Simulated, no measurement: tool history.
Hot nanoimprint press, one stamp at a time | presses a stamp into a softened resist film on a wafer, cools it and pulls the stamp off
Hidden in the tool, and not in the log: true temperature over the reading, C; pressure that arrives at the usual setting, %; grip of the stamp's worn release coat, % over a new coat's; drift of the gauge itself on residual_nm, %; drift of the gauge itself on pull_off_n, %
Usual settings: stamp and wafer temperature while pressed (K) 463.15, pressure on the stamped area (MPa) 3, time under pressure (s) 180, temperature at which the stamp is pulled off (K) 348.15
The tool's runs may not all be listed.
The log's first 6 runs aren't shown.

run	hour	stamp and wafer temperature while pressed (K)	pressure on the stamped area (MPa)	time under pressure (s)	temperature at which the stamp is pulled off (K)	hours of work since the thermocouple was calibrated	imprints on the stamp's release coat	hours of work since the press's seals were changed	resist left under the stamp's widest pad (angstrom)	greatest force while the stamp is pulled off (N)
7	52.3	463.15	3	180	348.15	296	680	36	973	195
8	62.9	463.15	3	180	348.15	302	709	42	972	196
9	73.4	463.15	3	180	348.15	308	738	48	975	193
10	84.1	463.15	3	180	347.15	314	768	54	973	198
11	95.8	463.15	3	180	348.15	320	800	60	967	196
12	103.3	459.15	3	180	348.15	324	821	64	1151	199
13	114.3	463.15	3	180	348.15	330	852	70	972	195
14	120	463.15	3	180	336.15	333	868	73	971	219
15	130.5	463.15	3	321	336.15	339	897	79	771	220
16	139.7	463.15	3	180	348.15	344	922	84	968	203
17	145.5	464.15	3	180	342.15	347	938	87	933	214
18	155.5	463.15	4.13	180	342.15	353	966	93	843	213
19	166.9	463.15	3.32	180	352.15	359	998	99	932	197
20	178.5	463.15	3.32	180	352.15	366	1030	106	922	197
21	187.7	463.15	3.32	180	352.15	371	1055	111	927	203
# hour 198.8: stamp cleaned and given a new release coat
22	200.5	463.15	3.32	180	352.15	374	4	114	933	166
23	206.6	451.15	3	180	348.15	378	21	118	1514	176
24	215.8	467.15	2.99	164	338.15	383	47	123	849	189
25	221.1	467.15	2.99	164	338.15	386	61	126	843	190
26	229.6	463.15	3.61	180	338.15	390	85	130	891	190
27	238.2	473.15	3.61	180	338.15	395	109	135	575	192
28	248.8	464.15	3.51	180	344.15	401	138	141	864	185
29	260.4	464.15	3.51	180	336.15	407	171	147	863	199
30	269	464.15	3.51	180	336.15	412	195	152	868	198
31	281.1	464.15	3.51	180	336.15	419	228	159	857	194

3 ways to go on from here, each from the tool as it stands after run 31. What would each give?
A	290.6	467.15	3.51	180	352.15	424	255	164	?	?
B	290.6	463.15	3	196	345.15	424	255	164	?	?
C	290.6	463.15	3	180	355.15	424	255	164	?	?

run	resist left under the stamp's widest pad (angstrom)	greatest force while the stamp is pulled off (N)
A	753	174
B	939	183
C	965	172
Without the tool's hidden state the same runs would have given:
run	resist left under the stamp's widest pad (angstrom)	greatest force while the stamp is pulled off (N)
A	782	169
B	975	178
C	1002	167
